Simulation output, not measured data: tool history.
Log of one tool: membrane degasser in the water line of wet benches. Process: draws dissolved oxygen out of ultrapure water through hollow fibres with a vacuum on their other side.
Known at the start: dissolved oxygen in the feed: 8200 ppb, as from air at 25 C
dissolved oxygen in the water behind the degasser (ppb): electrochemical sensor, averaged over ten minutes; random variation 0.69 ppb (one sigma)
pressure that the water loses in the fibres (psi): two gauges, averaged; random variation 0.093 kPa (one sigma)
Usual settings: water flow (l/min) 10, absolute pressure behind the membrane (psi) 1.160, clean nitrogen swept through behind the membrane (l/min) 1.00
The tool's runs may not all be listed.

run      day  water flow (l/min)  absolute pressure behind the membrane (psi)  clean nitrogen swept through behind the membrane (l/min)  dissolved oxygen in the water behind the degasser (ppb)  pressure that the water loses in the fibres (psi)
  1    0.000                  10                                        1.160                                                      1.00                                                    132.3                                              4.210
  2   11.750                  10                                        1.011                                                      1.00                                                    109.0                                              4.189
  3   17.571                  10                                        1.160                                                      1.00                                                    131.1                                              4.193
  4   25.046                  10                                        1.160                                                      1.00                                                    130.4                                              4.202
  5   31.454                  10                                        1.160                                                      1.00                                                    131.9                                              4.194
      37.988  -- vacuum gauge calibrated
  6   39.829                  10                                        2.039                                                      1.00                                                    268.7                                              4.187
  7   52.992                  10                                        1.160                                                      1.00                                                    132.2                                              4.189
  8   65.221                  10                                        1.160                                                      1.00                                                    132.1                                              4.197
      72.829  -- seals of the vacuum lines changed
  9   76.500                   7                                        1.160                                                      1.00                                                     82.9                                              2.914
 10   83.554                  10                                        1.160                                                      1.00                                                    131.5                                              4.186
 11   96.433                  10                                        1.160                                                      1.00                                                    130.4                                              4.197
 12  107.717                  12                                        1.160                                                      1.00                                                    176.4                                              5.037
 13  114.883                  12                                        1.049                                                      1.00                                                    154.4                                              5.017
 14  127.254                  10                                        1.160                                                      1.86                                                     82.3                                              4.203
 15  135.258                  10                                        1.160                                                      1.79                                                     84.0                                              4.174
 16  145.358                  10                                        1.160                                                      1.79                                                     84.5                                              4.190
 17  157.733                  10                                        1.160                                                      1.79                                                     83.8                                              4.190
 18  163.921                  10                                        0.859                                                      1.00                                                     83.9                                              4.183
 19  174.425                   9                                        1.550                                                      2.33                                                     81.8                                              3.764
 20  184.242                   8                                        1.160                                                      1.00                                                     97.4                                              3.347
 21  197.000                   8                                        1.189                                                      0.74                                                    132.9                                              3.347
 22  207.362                   8                                        1.571                                                      2.62                                                     63.5                                              3.381
     216.471  -- vacuum gauge calibrated
 23  217.862                   8                                        1.571                                                      2.62                                                     64.6                                              3.376
 24  229.933                   8                                        1.571                                                      2.62                                                     63.8                                              3.345
 25  242.992                  13                                        1.038                                                      0.88                                                    189.4                                              5.459
 26  256.671                  13                                        1.038                                                      0.88                                                    191.4                                              5.429
 27  265.917                  13                                        1.038                                                      0.88                                                    190.6                                              5.451
 28  279.783                  15                                        1.369                                                      1.19                                                    277.0                                              6.295
 29  286.262                  15                                        1.369                                                      1.19                                                    275.7                                              6.305
 30  292.204                  15                                        1.369                                                      1.19                                                    275.1                                              6.321
 31  302.196                   6                                        0.966                                                      2.92                                                     19.0                                              2.498
     309.862  -- seals of the vacuum lines changed
 32  309.862                   6                                        0.966                                                      2.92                                                     18.6                                              2.534

4 ways to go on from here, each from the tool as it stands after run 32. What would each give?
  A  319.596                  11                                        1.975                                                      1.30                                                        ?                                                  ?
  B  319.596                  10                                        1.160                                                      0.57                                                        ?                                                  ?
  C  319.596                   7                                        0.966                                                      1.95                                                        ?                                                  ?
  D  319.596                  10                                        1.160                                                      0.82                                                        ?                                                  ?

run  dissolved oxygen in the water behind the degasser (ppb)  pressure that the water loses in the fibres (psi)
  A                                                    236.6                                              4.615
  B                                                    206.0                                              4.187
  C                                                     33.4                                              2.938
  D                                                    154.2                                              4.177
Without the tool's hidden state the same runs would have given:
run  dissolved oxygen in the water behind the degasser (ppb)  pressure that the water loses in the fibres (psi)
  A                                                    236.4                                              4.609
  B                                                    205.7                                              4.183
  C                                                     33.4                                              2.936
  D                                                    154.0                                              4.173
